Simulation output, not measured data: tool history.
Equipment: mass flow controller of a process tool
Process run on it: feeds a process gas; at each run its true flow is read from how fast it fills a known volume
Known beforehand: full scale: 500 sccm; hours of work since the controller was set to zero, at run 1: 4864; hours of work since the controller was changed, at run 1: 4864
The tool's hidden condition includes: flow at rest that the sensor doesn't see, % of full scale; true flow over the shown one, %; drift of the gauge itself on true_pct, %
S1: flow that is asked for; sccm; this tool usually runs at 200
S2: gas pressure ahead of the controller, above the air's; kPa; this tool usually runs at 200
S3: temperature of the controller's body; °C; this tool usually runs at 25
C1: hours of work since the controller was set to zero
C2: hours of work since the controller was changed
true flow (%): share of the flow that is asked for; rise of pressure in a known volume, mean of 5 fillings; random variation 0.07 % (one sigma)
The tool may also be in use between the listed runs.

run 1 day=0.000 | S1=200 S2=200 S3=25 | C1=4864 C2=4864 | true_flow_(%)=98.79
run 2 day=9.921 | S1=200 S2=200 S3=25 | C1=5000 C2=5000 | true_flow_(%)=98.94
run 3 day=16.742 | S1=200 S2=200 S3=25 | C1=5093 C2=5093 | true_flow_(%)=98.98
run 4 day=33.071 | S1=200 S2=200 S3=25 | C1=5317 C2=5317 | true_flow_(%)=98.70
run 5 day=42.262 | S1=200 S2=200 S3=25 | C1=5443 C2=5443 | true_flow_(%)=98.70
run 6 day=56.812 | S1=200 S2=200 S3=25 | C1=5643 C2=5643 | true_flow_(%)=98.75
-- day=58.729 controller's zero set anew
run 7 day=65.400 | S1=200 S2=200 S3=30 | C1=91 C2=5760 | true_flow_(%)=99.00
run 8 day=79.550 | S1=200 S2=200 S3=25 | C1=285 C2=5954 | true_flow_(%)=98.64
run 9 day=94.400 | S1=200 S2=200 S3=39 | C1=489 C2=6157 | true_flow_(%)=99.20
run 10 day=101.371 | S1=200 S2=200 S3=39 | C1=584 C2=6253 | true_flow_(%)=99.34
run 11 day=113.183 | S1=200 S2=200 S3=39 | C1=746 C2=6415 | true_flow_(%)=99.04
run 12 day=129.375 | S1=200 S2=200 S3=30 | C1=968 C2=6637 | true_flow_(%)=98.67
run 13 day=136.875 | S1=200 S2=200 S3=30 | C1=1071 C2=6739 | true_flow_(%)=98.65
run 14 day=147.129 | S1=337 S2=200 S3=35 | C1=1211 C2=6880 | true_flow_(%)=99.34
run 15 day=157.821 | S1=337 S2=200 S3=35 | C1=1358 C2=7026 | true_flow_(%)=99.26
run 16 day=174.025 | S1=388 S2=263 S3=32 | C1=1580 C2=7249 | true_flow_(%)=98.89
run 17 day=188.179 | S1=90 S2=160 S3=24 | C1=1774 C2=7443 | true_flow_(%)=97.81
run 18 day=199.288 | S1=90 S2=160 S3=24 | C1=1926 C2=7595 | true_flow_(%)=97.84
run 19 day=211.429 | S1=90 S2=160 S3=24 | C1=2093 C2=7761 | true_flow_(%)=97.64
run 20 day=224.025 | S1=90 S2=160 S3=24 | C1=2265 C2=7934 | true_flow_(%)=97.69

The same runs without the tool's hidden state, with the same run-to-run variation:
run=1 true_flow_(%)=98.80
run=2 true_flow_(%)=98.99
run=3 true_flow_(%)=99.06
run=4 true_flow_(%)=98.85
run=5 true_flow_(%)=98.89
run=6 true_flow_(%)=99.00
run=7 true_flow_(%)=99.27
run=8 true_flow_(%)=98.97
run=9 true_flow_(%)=99.60
run=10 true_flow_(%)=99.76
run=11 true_flow_(%)=99.51
run=12 true_flow_(%)=99.21
run=13 true_flow_(%)=99.22
run=14 true_flow_(%)=99.96
run=15 true_flow_(%)=99.93
run=16 true_flow_(%)=99.62
run=17 true_flow_(%)=98.60
run=18 true_flow_(%)=98.68
run=19 true_flow_(%)=98.53
run=20 true_flow_(%)=98.64
